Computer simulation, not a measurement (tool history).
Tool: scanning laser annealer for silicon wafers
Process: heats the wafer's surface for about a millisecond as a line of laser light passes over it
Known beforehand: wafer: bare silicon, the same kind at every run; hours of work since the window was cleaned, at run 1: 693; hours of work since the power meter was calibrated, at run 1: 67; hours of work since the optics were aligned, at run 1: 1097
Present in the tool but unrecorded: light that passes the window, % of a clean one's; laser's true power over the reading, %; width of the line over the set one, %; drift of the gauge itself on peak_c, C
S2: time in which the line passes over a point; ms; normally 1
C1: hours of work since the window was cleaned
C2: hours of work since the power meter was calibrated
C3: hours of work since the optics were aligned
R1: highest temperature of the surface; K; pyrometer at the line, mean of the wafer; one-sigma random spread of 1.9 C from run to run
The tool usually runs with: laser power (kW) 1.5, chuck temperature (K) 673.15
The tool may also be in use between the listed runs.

{"run": 1, "hour": 0.0, "laser power (kW)": 1.5, "S2": 1, "chuck temperature (K)": 673.15, "C1": 693, "C2": 67, "C3": 1097, "R1": 1481.15}
{"run": 2, "hour": 15.5, "laser power (kW)": 1.5, "S2": 1, "chuck temperature (K)": 673.15, "C1": 702, "C2": 76, "C3": 1106, "R1": 1475.15}
{"run": 3, "hour": 23.0, "laser power (kW)": 1.5, "S2": 1, "chuck temperature (K)": 673.15, "C1": 706, "C2": 80, "C3": 1110, "R1": 1477.15}
{"run": 4, "hour": 34.3, "laser power (kW)": 1.5, "S2": 1, "chuck temperature (K)": 673.15, "C1": 712, "C2": 86, "C3": 1117, "R1": 1478.15}
{"run": 5, "hour": 41.6, "laser power (kW)": 1.276, "S2": 1, "chuck temperature (K)": 673.15, "C1": 717, "C2": 91, "C3": 1121, "R1": 1349.15}
{"run": 6, "hour": 54.1, "laser power (kW)": 1.276, "S2": 1, "chuck temperature (K)": 673.15, "C1": 724, "C2": 98, "C3": 1128, "R1": 1350.15}
{"run": 7, "hour": 70.9, "laser power (kW)": 1.276, "S2": 1, "chuck temperature (K)": 673.15, "C1": 733, "C2": 107, "C3": 1138, "R1": 1349.15}
{"run": 8, "hour": 83.2, "laser power (kW)": 1.5, "S2": 1, "chuck temperature (K)": 673.15, "C1": 740, "C2": 114, "C3": 1145, "R1": 1475.15}
{"run": 9, "hour": 92.7, "laser power (kW)": 1.589, "S2": 1, "chuck temperature (K)": 673.15, "C1": 746, "C2": 120, "C3": 1150, "R1": 1524.15}
{"run": 10, "hour": 108.6, "laser power (kW)": 1.589, "S2": 1, "chuck temperature (K)": 673.15, "C1": 755, "C2": 129, "C3": 1159, "R1": 1522.15}
{"run": 11, "hour": 120.4, "laser power (kW)": 1.367, "S2": 1, "chuck temperature (K)": 673.15, "C1": 761, "C2": 135, "C3": 1166, "R1": 1400.15}
{"run": 12, "hour": 134.7, "laser power (kW)": 1.545, "S2": 1, "chuck temperature (K)": 673.15, "C1": 770, "C2": 143, "C3": 1174, "R1": 1500.15}
{"run": 13, "hour": 149.8, "laser power (kW)": 1.545, "S2": 1, "chuck temperature (K)": 673.15, "C1": 778, "C2": 152, "C3": 1182, "R1": 1499.15}
{"run": 14, "hour": 159.8, "laser power (kW)": 1.5, "S2": 1, "chuck temperature (K)": 673.15, "C1": 784, "C2": 158, "C3": 1188, "R1": 1473.15}
{"run": 15, "hour": 171.2, "laser power (kW)": 1.5, "S2": 1, "chuck temperature (K)": 673.15, "C1": 790, "C2": 164, "C3": 1195, "R1": 1475.15}
{"run": 16, "hour": 188.1, "laser power (kW)": 1.5, "S2": 1, "chuck temperature (K)": 695.15, "C1": 800, "C2": 174, "C3": 1204, "R1": 1495.15}
{"run": 17, "hour": 199.8, "laser power (kW)": 1.5, "S2": 1.17, "chuck temperature (K)": 673.15, "C1": 807, "C2": 180, "C3": 1211, "R1": 1545.15}
{"run": 18, "hour": 208.6, "laser power (kW)": 1.5, "S2": 1.17, "chuck temperature (K)": 673.15, "C1": 812, "C2": 185, "C3": 1216, "R1": 1546.15}
{"run": 19, "hour": 224.8, "laser power (kW)": 1.5, "S2": 1.17, "chuck temperature (K)": 673.15, "C1": 821, "C2": 195, "C3": 1225, "R1": 1541.15}
{"run": 20, "hour": 236.7, "laser power (kW)": 1.5, "S2": 1.17, "chuck temperature (K)": 673.15, "C1": 827, "C2": 201, "C3": 1232, "R1": 1543.15}
{"run": 21, "hour": 251.4, "laser power (kW)": 1.573, "S2": 1.23, "chuck temperature (K)": 677.15, "C1": 836, "C2": 210, "C3": 1240, "R1": 1615.15}
{"run": 22, "hour": 268.6, "laser power (kW)": 1.573, "S2": 1.23, "chuck temperature (K)": 677.15, "C1": 846, "C2": 220, "C3": 1250, "R1": 1619.15}
{"run": 23, "hour": 283.0, "laser power (kW)": 1.573, "S2": 1.23, "chuck temperature (K)": 677.15, "C1": 854, "C2": 228, "C3": 1258, "R1": 1614.15}
{"run": 24, "hour": 300.3, "laser power (kW)": 1.516, "S2": 0.78, "chuck temperature (K)": 708.15, "C1": 864, "C2": 238, "C3": 1268, "R1": 1410.15}
{"run": 25, "hour": 315.0, "laser power (kW)": 1.287, "S2": 1.12, "chuck temperature (K)": 673.15, "C1": 872, "C2": 246, "C3": 1276, "R1": 1389.15}
{"run": 26, "hour": 331.7, "laser power (kW)": 1.289, "S2": 1.12, "chuck temperature (K)": 640.15, "C1": 881, "C2": 255, "C3": 1286, "R1": 1358.15}
{"run": 27, "hour": 340.3, "laser power (kW)": 1.289, "S2": 1.12, "chuck temperature (K)": 640.15, "C1": 886, "C2": 260, "C3": 1291, "R1": 1363.15}
{"run": 28, "hour": 347.6, "laser power (kW)": 1.289, "S2": 1.12, "chuck temperature (K)": 683.15, "C1": 891, "C2": 264, "C3": 1295, "R1": 1403.15}
{"run": 29, "hour": 364.9, "laser power (kW)": 1.289, "S2": 1.12, "chuck temperature (K)": 683.15, "C1": 900, "C2": 274, "C3": 1305, "R1": 1403.15}
{"run": 30, "hour": 375.7, "laser power (kW)": 1.5, "S2": 0.91, "chuck temperature (K)": 660.15, "C1": 907, "C2": 280, "C3": 1311, "R1": 1416.15}
{"hour": 386.6, "done": "window over the wafer cleaned"}
{"run": 31, "hour": 391.6, "laser power (kW)": 1.5, "S2": 0.83, "chuck temperature (K)": 641.15, "C1": 3, "C2": 288, "C3": 1319, "R1": 1384.15}
{"run": 32, "hour": 402.4, "laser power (kW)": 1.5, "S2": 0.83, "chuck temperature (K)": 641.15, "C1": 9, "C2": 294, "C3": 1325, "R1": 1382.15}
{"run": 33, "hour": 417.4, "laser power (kW)": 1.402, "S2": 1.23, "chuck temperature (K)": 679.15, "C1": 17, "C2": 303, "C3": 1333, "R1": 1534.15}
{"run": 34, "hour": 426.3, "laser power (kW)": 1.402, "S2": 1.23, "chuck temperature (K)": 679.15, "C1": 23, "C2": 308, "C3": 1338, "R1": 1533.15}
{"run": 35, "hour": 433.8, "laser power (kW)": 1.5, "S2": 0.92, "chuck temperature (K)": 674.15, "C1": 27, "C2": 312, "C3": 1343, "R1": 1459.15}
{"run": 36, "hour": 442.6, "laser power (kW)": 1.371, "S2": 0.77, "chuck temperature (K)": 647.15, "C1": 32, "C2": 317, "C3": 1348, "R1": 1292.15}
{"run": 37, "hour": 452.8, "laser power (kW)": 1.443, "S2": 0.8, "chuck temperature (K)": 699.15, "C1": 38, "C2": 323, "C3": 1353, "R1": 1398.15}
{"run": 38, "hour": 461.4, "laser power (kW)": 1.349, "S2": 1.18, "chuck temperature (K)": 635.15, "C1": 43, "C2": 328, "C3": 1358, "R1": 1435.15}
{"run": 39, "hour": 470.2, "laser power (kW)": 1.331, "S2": 0.9, "chuck temperature (K)": 707.15, "C1": 47, "C2": 333, "C3": 1363, "R1": 1389.15}
{"run": 40, "hour": 479.7, "laser power (kW)": 1.402, "S2": 1.17, "chuck temperature (K)": 661.15, "C1": 53, "C2": 338, "C3": 1369, "R1": 1492.15}

Some steps in R1, run to run, broken into two amounts with sign: the step expected even without the hidden condition (settings, incoming material, random variation), and the rest, left for the hidden condition together with whatever gauge scatter is not in both the measured and the hidden-condition-free result:
Run 4 -> 5: laser power (kW) 1.5 -> 1.276. R1 -129 K: hidden state +5, all else -134.
Run 23 -> 24: laser power (kW) 1.573 -> 1.516, S2 1.23 -> 0.78, chuck temperature (K) 677.15 -> 708.15. R1 -204 K: hidden state +10, all else -214.
Run 30 -> 31: S2 0.91 -> 0.83, chuck temperature (K) 660.15 -> 641.15, window over the wafer cleaned. R1 -32 K: hidden state +24, all else -56.
Run 32 -> 33: laser power (kW) 1.5 -> 1.402, S2 0.83 -> 1.23, chuck temperature (K) 641.15 -> 679.15. R1 +152 K: hidden state -2, all else +154.
Run 35 -> 36: laser power (kW) 1.5 -> 1.371, S2 0.92 -> 0.77, chuck temperature (K) 674.15 -> 647.15. R1 -167 K: hidden state +1, all else -168.
